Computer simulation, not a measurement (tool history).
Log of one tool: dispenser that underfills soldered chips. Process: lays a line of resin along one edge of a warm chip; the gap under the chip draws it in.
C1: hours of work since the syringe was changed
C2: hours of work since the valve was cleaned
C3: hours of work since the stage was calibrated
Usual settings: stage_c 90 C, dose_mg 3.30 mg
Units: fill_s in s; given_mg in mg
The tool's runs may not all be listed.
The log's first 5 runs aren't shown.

run 6 day=1.654 | stage_c=81 dose_mg=3.30 | C1=7 C2=69 C3=291 | fill_s=37.0 given_mg=3.203
-- day=1.696 new syringe of resin
run 7 day=1.925 | stage_c=81 dose_mg=3.30 | C1=4 C2=74 C3=296 | fill_s=31.2 given_mg=3.180
-- day=2.088 new syringe of resin
-- day=2.475 new syringe of resin
run 8 day=2.475 | stage_c=81 dose_mg=3.30 | C1=0 C2=84 C3=305 | fill_s=23.7 given_mg=3.185
-- day=2.700 dispensing valve cleaned and set on the balance
run 9 day=2.854 | stage_c=81 dose_mg=3.30 | C1=6 C2=3 C3=312 | fill_s=36.0 given_mg=3.284
-- day=2.908 new syringe of resin
-- day=3.296 new syringe of resin
run 10 day=3.321 | stage_c=81 dose_mg=3.30 | C1=0 C2=11 C3=320 | fill_s=24.4 given_mg=3.286
run 11 day=3.592 | stage_c=81 dose_mg=3.30 | C1=6 C2=16 C3=325 | fill_s=34.0 given_mg=3.271
-- day=3.708 new syringe of resin
-- day=4.088 new syringe of resin
run 12 day=4.088 | stage_c=90 dose_mg=3.05 | C1=0 C2=25 C3=334 | fill_s=16.3 given_mg=3.019
-- day=4.488 new syringe of resin
run 13 day=4.525 | stage_c=90 dose_mg=3.30 | C1=1 C2=33 C3=342 | fill_s=17.2 given_mg=3.254
-- day=4.879 new syringe of resin
run 14 day=4.942 | stage_c=90 dose_mg=3.59 | C1=1 C2=41 C3=350 | fill_s=17.4 given_mg=3.523
-- day=5.254 new syringe of resin
run 15 day=5.283 | stage_c=87 dose_mg=3.30 | C1=1 C2=47 C3=356 | fill_s=18.8 given_mg=3.212
-- day=5.629 new syringe of resin
run 16 day=5.767 | stage_c=82 dose_mg=3.30 | C1=3 C2=56 C3=365 | fill_s=26.7 given_mg=3.201
run 17 day=5.983 | stage_c=90 dose_mg=3.30 | C1=7 C2=60 C3=369 | fill_s=25.6 given_mg=3.209
-- day=6.021 new syringe of resin
-- day=6.408 new syringe of resin
run 18 day=6.492 | stage_c=90 dose_mg=3.30 | C1=2 C2=69 C3=378 | fill_s=17.6 given_mg=3.177
-- day=6.792 new syringe of resin
run 19 day=6.858 | stage_c=97 dose_mg=2.94 | C1=1 C2=76 C3=385 | fill_s=13.5 given_mg=2.814
-- day=7.171 new syringe of resin
run 20 day=7.375 | stage_c=90 dose_mg=3.56 | C1=4 C2=86 C3=395 | fill_s=20.3 given_mg=3.394

Forecast run 21:
-- day=7.492 dispensing valve cleaned and set on the balance
-- day=7.588 new syringe of resin
run 21 day=7.800 | stage_c=81 dose_mg=3.68 | C1=4 C2=6 C3=402 | fill_s=? given_mg=?

{"run 21": {"fill_s": 30.2, "given_mg": 3.667}}
Without the tool's hidden state the same run would have given fill_s 24.8 s, given_mg 3.674 mg.
